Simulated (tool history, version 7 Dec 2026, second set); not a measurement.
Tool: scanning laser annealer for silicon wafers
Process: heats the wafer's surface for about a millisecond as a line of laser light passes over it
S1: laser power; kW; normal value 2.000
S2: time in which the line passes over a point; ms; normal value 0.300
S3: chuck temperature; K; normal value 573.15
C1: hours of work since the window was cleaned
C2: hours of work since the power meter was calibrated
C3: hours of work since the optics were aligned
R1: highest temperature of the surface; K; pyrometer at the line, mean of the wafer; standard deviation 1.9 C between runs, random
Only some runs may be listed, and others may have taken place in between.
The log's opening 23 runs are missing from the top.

| run | day | S1 | S2 | S3 | C1 | C2 | C3 | R1 |
|---|---|---|---|---|---|---|---|---|
| 24 | 9.512 | 1.884 | 0.261 | 591.15 | 513 | 155 | 1221 | 1318.15 |
| 25 | 9.750 | 1.863 | 0.300 | 573.15 | 516 | 158 | 1224 | 1352.15 |
| 26 | 10.204 | 1.863 | 0.300 | 573.15 | 522 | 164 | 1230 | 1349.15 |
| 27 | 10.700 | 1.750 | 0.300 | 573.15 | 529 | 170 | 1236 | 1304.15 |
| 28 | 11.175 | 2.041 | 0.363 | 584.15 | 535 | 176 | 1242 | 1540.15 |
| 29 | 11.650 | 1.711 | 0.300 | 573.15 | 541 | 183 | 1249 | 1289.15 |
| 30 | 11.975 | 1.711 | 0.300 | 573.15 | 545 | 187 | 1253 | 1288.15 |
| 31 | 12.308 | 2.000 | 0.300 | 573.15 | 549 | 191 | 1257 | 1412.15 |
|  | 12.883 | optics aligned, line set to its width |
| 32 | 12.929 | 2.000 | 0.300 | 573.15 | 555 | 196 | 1 | 1410.15 |
| 33 | 13.150 | 2.038 | 0.300 | 573.15 | 558 | 199 | 3 | 1426.15 |
| 34 | 13.454 | 2.038 | 0.300 | 573.15 | 562 | 203 | 7 | 1433.15 |
| 35 | 13.892 | 1.820 | 0.267 | 579.15 | 567 | 209 | 13 | 1291.15 |
| 36 | 14.262 | 1.820 | 0.267 | 579.15 | 572 | 214 | 18 | 1288.15 |
| 37 | 14.642 | 1.820 | 0.267 | 579.15 | 577 | 219 | 23 | 1293.15 |
| 38 | 15.025 | 1.820 | 0.267 | 579.15 | 582 | 224 | 28 | 1289.15 |
| 39 | 15.525 | 1.754 | 0.294 | 537.15 | 588 | 230 | 34 | 1263.15 |
| 40 | 15.871 | 2.171 | 0.244 | 577.15 | 593 | 235 | 39 | 1387.15 |
| 41 | 16.329 | 2.171 | 0.244 | 577.15 | 599 | 240 | 45 | 1383.15 |

Branching from run 41: 3 alternative next runs. What would each branch give?
| A | 16.633 | 2.146 | 0.319 | 595.15 | 603 | 244 | 49 | ? |
| B | 16.633 | 2.197 | 0.244 | 577.15 | 603 | 244 | 49 | ? |
| C | 16.633 | 2.000 | 0.300 | 602.15 | 603 | 244 | 49 | ? |

| run | R1 |
|---|---|
| A | 1528.15 |
| B | 1399.15 |
| C | 1439.15 |
Without the tool's hidden state the same runs would have given:
| run | R1 |
|---|---|
| A | 1529.15 |
| B | 1400.15 |
| C | 1441.15 |

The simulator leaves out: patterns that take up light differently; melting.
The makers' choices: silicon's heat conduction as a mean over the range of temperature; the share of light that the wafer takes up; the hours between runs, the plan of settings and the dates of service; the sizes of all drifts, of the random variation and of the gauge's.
